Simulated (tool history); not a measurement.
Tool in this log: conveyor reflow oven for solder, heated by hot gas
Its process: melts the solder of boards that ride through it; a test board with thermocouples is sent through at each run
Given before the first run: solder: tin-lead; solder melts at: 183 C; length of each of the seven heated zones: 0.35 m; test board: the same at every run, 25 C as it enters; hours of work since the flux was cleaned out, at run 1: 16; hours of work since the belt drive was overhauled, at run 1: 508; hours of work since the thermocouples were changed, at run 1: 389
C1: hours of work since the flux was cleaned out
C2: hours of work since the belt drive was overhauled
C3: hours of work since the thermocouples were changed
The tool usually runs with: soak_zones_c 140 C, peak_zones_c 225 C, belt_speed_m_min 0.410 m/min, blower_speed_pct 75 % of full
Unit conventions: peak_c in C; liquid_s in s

Run 1, day 0.000: usual settings; C1 16; C2 508; C3 389. Result: peak_c 211.6 C, liquid_s 73.5 s.
Run 2, day 1.312: usual settings; C1 34; C2 526; C3 407. Result: peak_c 211.3 C, liquid_s 73.5 s.
Run 3, day 2.096: usual settings; C1 45; C2 537; C3 418. Result: peak_c 211.4 C, liquid_s 73.3 s.
Run 4, day 3.225: usual settings but peak_zones_c 233 C; C1 60; C2 552; C3 434. Result: peak_c 218.3 C, liquid_s 80.4 s.
Run 5, day 4.342: usual settings but peak_zones_c 233 C; C1 76; C2 568; C3 449. Result: peak_c 218.8 C, liquid_s 80.6 s.
Run 6, day 5.771: usual settings but blower_speed_pct 50 % of full; C1 96; C2 588; C3 469. Result: peak_c 204.4 C, liquid_s 60.8 s.
Run 7, day 6.612: usual settings; C1 107; C2 599; C3 481. Result: peak_c 210.9 C, liquid_s 72.6 s.
Run 8, day 7.229: usual settings; C1 116; C2 608; C3 489. Result: peak_c 210.6 C, liquid_s 72.3 s.
Run 9, day 8.392: usual settings; C1 132; C2 624; C3 505. Result: peak_c 210.6 C, liquid_s 72.4 s.
Run 10, day 9.296: usual settings; C1 144; C2 637; C3 518. Result: peak_c 210.6 C, liquid_s 72.0 s.
Run 11, day 10.396: usual settings; C1 160; C2 652; C3 533. Result: peak_c 210.1 C, liquid_s 72.0 s.
Run 12, day 11.562: usual settings but peak_zones_c 218 C; C1 176; C2 668; C3 549. Result: peak_c 203.7 C, liquid_s 63.2 s.
At day 12.888: flux residue cleaned out of gas plates and filters.
Run 13, day 12.888: usual settings but peak_zones_c 238 C; C1 0; C2 684; C3 565. Result: peak_c 222.4 C, liquid_s 84.6 s.
Run 14, day 13.708: usual settings but belt_speed_m_min 0.405 m/min; C1 11; C2 695; C3 576. Result: peak_c 211.7 C, liquid_s 74.6 s.
Run 15, day 14.688: usual settings; C1 25; C2 709; C3 590. Result: peak_c 211.1 C, liquid_s 72.9 s.
Run 16, day 15.846: usual settings; C1 41; C2 725; C3 606. Result: peak_c 211.1 C, liquid_s 72.4 s.
Run 17, day 16.754: usual settings but soak_zones_c 131 C, peak_zones_c 234 C, blower_speed_pct 71 % of full; C1 54; C2 737; C3 618. Result: peak_c 216.5 C, liquid_s 74.1 s.
Run 18, day 17.950: usual settings but soak_zones_c 127 C, belt_speed_m_min 0.383 m/min; C1 70; C2 754; C3 635. Result: peak_c 210.4 C, liquid_s 72.4 s.
Run 19, day 18.762: usual settings but soak_zones_c 127 C, belt_speed_m_min 0.383 m/min; C1 81; C2 765; C3 646. Result: peak_c 210.6 C, liquid_s 72.2 s.
Run 20, day 19.792: usual settings but soak_zones_c 152 C, peak_zones_c 235 C, belt_speed_m_min 0.432 m/min, blower_speed_pct 64 % of full; C1 96; C2 779; C3 661. Result: peak_c 217.5 C, liquid_s 81.4 s.
At day 20.054: belt drive overhauled, speed set with a stopwatch.
Run 21, day 20.796: usual settings but soak_zones_c 152 C, peak_zones_c 235 C, belt_speed_m_min 0.432 m/min, blower_speed_pct 64 % of full; C1 107; C2 10; C3 672. Result: peak_c 217.6 C, liquid_s 81.9 s.
Run 22, day 21.496: usual settings but soak_zones_c 134 C, peak_zones_c 236 C, belt_speed_m_min 0.365 m/min, blower_speed_pct 72 % of full; C1 117; C2 20; C3 682. Result: peak_c 222.0 C, liquid_s 93.0 s.
Run 23, day 22.154: usual settings but soak_zones_c 149 C, belt_speed_m_min 0.386 m/min, blower_speed_pct 63 % of full; C1 126; C2 29; C3 691. Result: peak_c 210.7 C, liquid_s 83.4 s.
Run 24, day 23.325: usual settings but soak_zones_c 149 C, belt_speed_m_min 0.386 m/min, blower_speed_pct 63 % of full; C1 142; C2 45; C3 707. Result: peak_c 211.0 C, liquid_s 83.1 s.
Run 25, day 24.325: usual settings but soak_zones_c 149 C, belt_speed_m_min 0.386 m/min, blower_speed_pct 63 % of full; C1 156; C2 59; C3 721. Result: peak_c 210.8 C, liquid_s 82.8 s.
Run 26, day 25.588: usual settings but soak_zones_c 149 C, belt_speed_m_min 0.386 m/min, blower_speed_pct 63 % of full; C1 174; C2 77; C3 739. Result: peak_c 210.8 C, liquid_s 82.9 s.
Run 27, day 26.425: usual settings but peak_zones_c 231 C, belt_speed_m_min 0.466 m/min, blower_speed_pct 55 % of full; C1 185; C2 88; C3 750. Result: peak_c 205.8 C, liquid_s 54.8 s.
At day 27.104: flux residue cleaned out of gas plates and filters.
Run 28, day 27.604: usual settings but peak_zones_c 214 C, belt_speed_m_min 0.488 m/min, blower_speed_pct 55 % of full; C1 7; C2 102; C3 764. Result: peak_c 191.5 C, liquid_s 26.0 s.
At day 27.892: belt drive overhauled, speed set with a stopwatch, once more.
Run 29, day 28.679: usual settings but peak_zones_c 214 C, belt_speed_m_min 0.488 m/min, blower_speed_pct 55 % of full; C1 20; C2 11; C3 776. Result: peak_c 190.5 C, liquid_s 24.1 s.
Run 30, day 29.704: usual settings but soak_zones_c 143 C, peak_zones_c 233 C, belt_speed_m_min 0.488 m/min, blower_speed_pct 55 % of full; C1 34; C2 25; C3 791. Result: peak_c 207.0 C, liquid_s 53.7 s.
Run 31, day 30.762: usual settings but soak_zones_c 143 C, peak_zones_c 233 C, belt_speed_m_min 0.488 m/min, blower_speed_pct 55 % of full; C1 48; C2 40; C3 805. Result: peak_c 206.2 C, liquid_s 52.6 s.

The same runs without the tool's hidden state, with the same run-to-run variation:
The hidden state here: heat that the gas passes to the board, % of a clean oven's; belt's true speed, % of the reading; true gas temperature in zones 6 and 7 over the reading, C; drift of the gauge itself on peak_c, C; drift of the gauge itself on liquid_s, %.
run  peak_c  liquid_s
  1   213.1      74.6
  2   212.9      74.9
  3   213.1      74.8
  4   220.1      81.6
  5   220.8      81.9
  6   206.2      63.2
  7   213.1      74.7
  8   212.8      74.5
  9   213.0      74.8
 10   213.1      74.5
 11   212.7      74.7
 12   206.4      66.9
 13   224.3      85.3
 14   213.7      76.1
 15   213.2      74.4
 16   213.3      74.2
 17   218.8      75.7
 18   212.9      74.8
 19   213.2      74.7
 20   220.0      82.9
 21   220.0      82.7
 22   224.7      93.8
 23   213.3      85.0
 24   213.6      84.8
 25   213.5      84.6
 26   213.7      84.9
 27   208.5      57.5
 28   193.4      29.6
 29   193.1      30.1
 30   209.8      57.2
 31   209.1      56.2

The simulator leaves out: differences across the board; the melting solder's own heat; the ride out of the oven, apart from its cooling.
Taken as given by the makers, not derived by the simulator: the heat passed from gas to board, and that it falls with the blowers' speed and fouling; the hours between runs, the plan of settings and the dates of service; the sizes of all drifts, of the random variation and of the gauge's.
